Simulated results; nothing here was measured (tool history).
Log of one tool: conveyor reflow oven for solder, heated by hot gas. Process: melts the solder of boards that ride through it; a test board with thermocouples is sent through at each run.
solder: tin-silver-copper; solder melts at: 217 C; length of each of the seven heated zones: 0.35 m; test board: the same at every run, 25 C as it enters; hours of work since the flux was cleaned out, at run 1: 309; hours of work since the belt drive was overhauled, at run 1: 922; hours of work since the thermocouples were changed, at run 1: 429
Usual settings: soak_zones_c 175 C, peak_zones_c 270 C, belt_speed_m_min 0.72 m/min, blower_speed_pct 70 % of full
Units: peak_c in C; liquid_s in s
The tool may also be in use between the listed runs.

run   hour  soak_zones_c  peak_zones_c  belt_speed_m_min  blower_speed_pct  hours of work since the flux was cleaned out  hours of work since the belt drive was overhauled  hours of work since the thermocouples were changed  peak_c  liquid_s
  1      0           175           270              0.72                70                                           309                                                922                                                 429   250.9      43.4
  2     26           175           270             0.729                70                                           324                                                937                                                 443   250.9      41.6
  3   55.6           175           270              0.72                70                                           340                                                954                                                 460   250.9      43.1
  4   95.5           175           270              0.72                70                                           363                                                976                                                 482   250.9      43.3
     108.1  -- belt drive overhauled, speed set with a stopwatch
     138.3  -- flux residue cleaned out of gas plates and filters
  5  151.4           175           270              0.59                70                                             7                                                 22                                                 509   257.7        58
  6  207.1           175           270              0.59                70                                            39                                                 53                                                 540   257.7      58.3
  7  257.5           175           270              0.59                70                                            67                                                 81                                                 569   257.2      57.5
  8  309.1           175           270              0.59                70                                            96                                                110                                                 598   257.1      58.9
  9    360           175           270              0.59                70                                           125                                                139                                                 626   257.3      57.1
 10  410.9           175           270              0.59                70                                           153                                                168                                                 655   256.3        58
 11  441.8           175           270              0.59                70                                           171                                                185                                                 672   256.9      57.1
 12  495.9           175           270              0.59                70                                           201                                                215                                                 703   256.3      56.2
 13  538.4           175           270              0.59                70                                           225                                                239                                                 727   256.3      57.7
 14  581.6           175           270              0.59                70                                           249                                                264                                                 751   256.3      57.4
 15  631.5           175           270              0.59                70                                           278                                                292                                                 779     255      56.9
 16  661.9           175           270              0.59                70                                           295                                                309                                                 796     256        57
 17  715.2           175           263              0.72                70                                           325                                                339                                                 826   242.8      38.2
 18  771.3           175           270              0.63                59                                           356                                                370                                                 858   251.5      49.2
     820.9  -- flux residue cleaned out of gas plates and filters
 19  825.3           174           266              0.72                70                                             2                                                398                                                 885   247.9      41.4

Run 20 comes next. What will it give?
 20  879.5           174           266              0.72                70                                            33                                                429                                                 916       ?         ?

peak_c: 248.1 C
liquid_s: 41.5 s
Without the tool's hidden state the same run would have given peak_c 251.3 C, liquid_s 43.1 s.

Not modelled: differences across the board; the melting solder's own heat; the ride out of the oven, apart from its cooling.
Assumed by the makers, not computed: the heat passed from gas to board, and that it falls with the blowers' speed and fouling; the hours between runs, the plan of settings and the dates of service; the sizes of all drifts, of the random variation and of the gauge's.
